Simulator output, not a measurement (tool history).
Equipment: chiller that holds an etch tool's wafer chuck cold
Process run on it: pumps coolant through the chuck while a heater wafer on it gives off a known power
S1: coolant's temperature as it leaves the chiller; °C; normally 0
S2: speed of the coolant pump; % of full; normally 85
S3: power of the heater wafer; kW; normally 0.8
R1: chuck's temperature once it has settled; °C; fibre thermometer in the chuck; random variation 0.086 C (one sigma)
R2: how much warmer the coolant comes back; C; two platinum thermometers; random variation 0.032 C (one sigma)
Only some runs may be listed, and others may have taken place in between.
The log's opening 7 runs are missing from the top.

{"run": 8, "hour": 152.3, "S1": 0, "S2": 85, "S3": 0.8, "R1": 6.21, "R2": 3.29}
{"run": 9, "hour": 173.6, "S1": 0, "S2": 85, "S3": 0.652, "R1": 5.18, "R2": 2.66}
{"run": 10, "hour": 198.5, "S1": 0, "S2": 85, "S3": 0.652, "R1": 5.09, "R2": 2.71}
{"run": 11, "hour": 222.8, "S1": 0, "S2": 85, "S3": 0.652, "R1": 4.97, "R2": 2.68}
{"run": 12, "hour": 243.9, "S1": 0, "S2": 85, "S3": 0.652, "R1": 4.96, "R2": 2.7}
{"run": 13, "hour": 267.9, "S1": 0, "S2": 85, "S3": 0.402, "R1": 3.22, "R2": 1.7}
{"run": 14, "hour": 294.4, "S1": 0, "S2": 85, "S3": 0.402, "R1": 3.18, "R2": 1.7}
{"run": 15, "hour": 325.0, "S1": 0, "S2": 67, "S3": 0.402, "R1": 3.65, "R2": 2.13}
{"run": 16, "hour": 353.8, "S1": 0, "S2": 67, "S3": 0.402, "R1": 3.66, "R2": 2.1}
{"run": 17, "hour": 368.9, "S1": 0, "S2": 67, "S3": 0.402, "R1": 3.67, "R2": 2.18}
{"run": 18, "hour": 403.3, "S1": 0, "S2": 67, "S3": 0.402, "R1": 3.62, "R2": 2.15}
{"run": 19, "hour": 423.7, "S1": 0, "S2": 67, "S3": 0.402, "R1": 3.7, "R2": 2.12}
{"hour": 442.9, "done": "chiller's thermometer calibrated"}
{"run": 20, "hour": 446.4, "S1": -4, "S2": 94, "S3": 0.402, "R1": -1.09, "R2": 1.46}
{"run": 21, "hour": 469.5, "S1": 7, "S2": 87, "S3": 0.8, "R1": 12.93, "R2": 3.21}
{"run": 22, "hour": 489.8, "S1": -3, "S2": 70, "S3": 0.8, "R1": 4.03, "R2": 4.04}
{"run": 23, "hour": 522.4, "S1": -3, "S2": 73, "S3": 0.8, "R1": 3.72, "R2": 3.78}
{"run": 24, "hour": 546.8, "S1": 7, "S2": 99, "S3": 0.44, "R1": 10.05, "R2": 1.56}
{"run": 25, "hour": 579.0, "S1": 7, "S2": 99, "S3": 0.44, "R1": 10.11, "R2": 1.52}
{"run": 26, "hour": 608.7, "S1": -7, "S2": 95, "S3": 0.8, "R1": -1.38, "R2": 2.92}
{"run": 27, "hour": 638.1, "S1": -7, "S2": 83, "S3": 0.8, "R1": -0.86, "R2": 3.32}
{"run": 28, "hour": 674.1, "S1": 8, "S2": 69, "S3": 0.8, "R1": 15.11, "R2": 4.05}
{"run": 29, "hour": 710.4, "S1": 8, "S2": 69, "S3": 0.8, "R1": 15.2, "R2": 4.05}
{"run": 30, "hour": 733.7, "S1": 0, "S2": 72, "S3": 0.637, "R1": 5.64, "R2": 3.06}
{"run": 31, "hour": 751.5, "S1": -3, "S2": 72, "S3": 0.509, "R1": 1.41, "R2": 2.49}

3 options for the next run, each taken on its own from the tool as it stands now. Forecast them:
{"run": "A", "hour": 768.0, "S1": -6, "S2": 78, "S3": 0.403, "R1": "?", "R2": "?"}
{"run": "B", "hour": 768.0, "S1": -2, "S2": 85, "S3": 0.8, "R1": "?", "R2": "?"}
{"run": "C", "hour": 768.0, "S1": -7, "S2": 85, "S3": 0.8, "R1": "?", "R2": "?"}

run=A R1=-2.76 R2=1.84
run=B R1=4.11 R2=3.26
run=C R1=-0.83 R2=3.23
Had the tool no hidden state, the same runs would have come out as:
run=A R1=-2.76 R2=1.84
run=B R1=4.11 R2=3.26
run=C R1=-0.83 R2=3.23
